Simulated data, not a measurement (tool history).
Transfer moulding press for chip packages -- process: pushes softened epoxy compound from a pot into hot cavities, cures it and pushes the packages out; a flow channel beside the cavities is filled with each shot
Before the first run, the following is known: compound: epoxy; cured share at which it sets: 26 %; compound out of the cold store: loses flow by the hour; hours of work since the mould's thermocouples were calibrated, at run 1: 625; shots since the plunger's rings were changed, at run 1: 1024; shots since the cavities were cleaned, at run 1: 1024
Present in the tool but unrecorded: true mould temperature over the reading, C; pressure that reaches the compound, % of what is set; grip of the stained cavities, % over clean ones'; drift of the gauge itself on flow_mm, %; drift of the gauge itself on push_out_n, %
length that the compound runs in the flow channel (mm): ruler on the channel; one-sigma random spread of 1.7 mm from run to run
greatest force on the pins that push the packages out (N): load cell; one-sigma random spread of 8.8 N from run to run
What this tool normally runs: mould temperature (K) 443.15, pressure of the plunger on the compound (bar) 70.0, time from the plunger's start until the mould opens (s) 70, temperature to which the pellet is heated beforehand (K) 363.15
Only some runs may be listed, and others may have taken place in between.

run     day  mould temperature (K)  pressure of the plunger on the compound (bar)  time from the plunger's start until the mould opens (s)  temperature to which the pellet is heated beforehand (K)  hours of work since the mould's thermocouples were calibrated  shots since the plunger's rings were changed  shots since the cavities were cleaned  incoming compound's hours out of the cold store  length that the compound runs in the flow channel (mm)  greatest force on the pins that push the packages out (N)
  1   0.000                 443.15                                           70.0                                                       70                                                    363.15                                                            625                                          1024                                   1024                                             12.5                                                     617                                                        725
      0.262  -- cavities cleaned with cleaning compound and waxed
  2   0.946                 443.15                                           70.0                                                       70                                                    363.15                                                            641                                          1401                                    292                                             38.6                                                     554                                                        511
  3   2.183                 443.15                                           70.0                                                       70                                                    363.15                                                            663                                          1929                                    820                                             16.4                                                     598                                                        675
      2.908  -- cavities cleaned with cleaning compound and waxed
  4   3.442                 443.15                                           70.0                                                       70                                                    363.15                                                            684                                          2439                                    227                                             18.2                                                     592                                                        503
  5   4.771                 443.15                                           70.0                                                       70                                                    363.15                                                            708                                          3008                                    796                                             44.0                                                     532                                                        663
      5.583  -- cavities cleaned with cleaning compound and waxed
  6   5.867                 443.15                                           70.0                                                       70                                                    363.15                                                            727                                          3449                                    122                                             12.8                                                     596                                                        441
  7   6.933                 443.15                                           82.8                                                       70                                                    363.15                                                            746                                          3903                                    576                                             27.3                                                     612                                                        573
  8   7.575                 443.15                                           82.8                                                       70                                                    363.15                                                            757                                          4177                                    850                                             23.1                                                     616                                                        672
      7.788  -- mould's thermocouples calibrated
      8.417  -- cavities cleaned with cleaning compound and waxed
      8.629  -- plunger's sealing rings changed
  9   8.950                 443.15                                           82.8                                                       70                                                    363.15                                                             18                                           136                                    183                                              9.2                                                     683                                                        459
 10  10.346                 443.15                                           82.8                                                       70                                                    363.15                                                             43                                           732                                    779                                             47.6                                                     583                                                        615
     11.212  -- cavities cleaned with cleaning compound and waxed
 11  11.396                 443.15                                           70.0                                                      105                                                    363.15                                                             60                                          1154                                     78                                             23.6                                                     588                                                        343
 12  12.104                 443.15                                           70.0                                                       70                                                    363.15                                                             73                                          1456                                    380                                             11.7                                                     608                                                        544
 13  12.992                 443.15                                           55.1                                                       70                                                    363.15                                                             89                                          1836                                    760                                             22.6                                                     516                                                        638
 14  13.721                 446.15                                           70.0                                                       70                                                    363.15                                                            102                                          2147                                   1071                                             30.0                                                     558                                                        670
     13.862  -- cavities cleaned with cleaning compound and waxed
     14.571  -- mould's thermocouples calibrated, once more
 15  14.675                 443.15                                           77.7                                                       70                                                    354.15                                                              2                                          2490                                    310                                             28.0                                                     608                                                        568
 16  15.367                 444.15                                           56.5                                                       70                                                    373.15                                                             14                                          2786                                    606                                             10.4                                                     543                                                        610
 17  16.125                 440.15                                           56.5                                                       70                                                    373.15                                                             28                                          3110                                    930                                             42.8                                                     487                                                        803
     16.600  -- cavities cleaned with cleaning compound and waxed
 18  17.525                 444.15                                           70.0                                                       71                                                    353.15                                                             51                                          3681                                    395                                             37.6                                                     545                                                        541
 19  18.700                 444.15                                           70.0                                                       71                                                    353.15                                                             72                                          4183                                    897                                             11.7                                                     596                                                        714
     19.229  -- cavities cleaned with cleaning compound and waxed
     19.629  -- plunger's sealing rings changed
 20  20.033                 444.15                                           59.5                                                       71                                                    353.15                                                             93                                           172                                    299                                             36.5                                                     525                                                        522
 21  21.067                 444.15                                           59.5                                                       71                                                    353.15                                                            112                                           613                                    740                                              9.3                                                     579                                                        656
 22  21.825                 441.15                                           74.0                                                       97                                                    353.15                                                            125                                           937                                   1064                                             12.9                                                     644                                                        618
     22.021  -- cavities cleaned with cleaning compound and waxed
 23  23.229                 443.15                                           65.7                                                       70                                                    363.15                                                            149                                          1508                                    514                                             29.7                                                     556                                                        616
 24  23.812                 443.15                                           65.7                                                       70                                                    363.15                                                            159                                          1757                                    763                                             26.7                                                     562                                                        696
 25  24.558                 439.15                                           65.7                                                       68                                                    363.15                                                            173                                          2076                                   1082                                             46.7                                                     533                                                        991
     24.725  -- cavities cleaned with cleaning compound and waxed
 26  25.792                 443.15                                           70.0                                                       70                                                    366.15                                                            194                                          2577                                    456                                             39.9                                                     548                                                        577
 27  26.908                 443.15                                           70.0                                                       70                                                    366.15                                                            213                                          3053                                    932                                             21.2                                                     585                                                        751
     27.371  -- cavities cleaned with cleaning compound and waxed
 28  28.350                 437.15                                           53.1                                                       61                                                    357.15                                                            238                                          3642                                    418                                             25.3                                                     513                                                       1310

Predict each of these 3 candidate next runs independently; none follows another, all start after run 28:
  A  29.775                 445.15                                           70.0                                                       68                                                    372.15                                                            263                                          4250                                   1026                                             11.7                                                       ?                                                          ?
  B  29.775                 437.15                                           79.3                                                       63                                                    357.15                                                            263                                          4250                                   1026                                             34.8                                                       ?                                                          ?
  C  29.775                 443.15                                           75.7                                                       70                                                    364.15                                                            263                                          4250                                   1026                                             13.2                                                       ?                                                          ?

run  length that the compound runs in the flow channel (mm)  greatest force on the pins that push the packages out (N)
  A                                                     586                                                        675
  B                                                     606                                                       1451
  C                                                     615                                                        742
With no hidden state in the tool, these same runs would have given:
run  length that the compound runs in the flow channel (mm)  greatest force on the pins that push the packages out (N)
  A                                                     616                                                        367
  B                                                     637                                                        806
  C                                                     647                                                        405
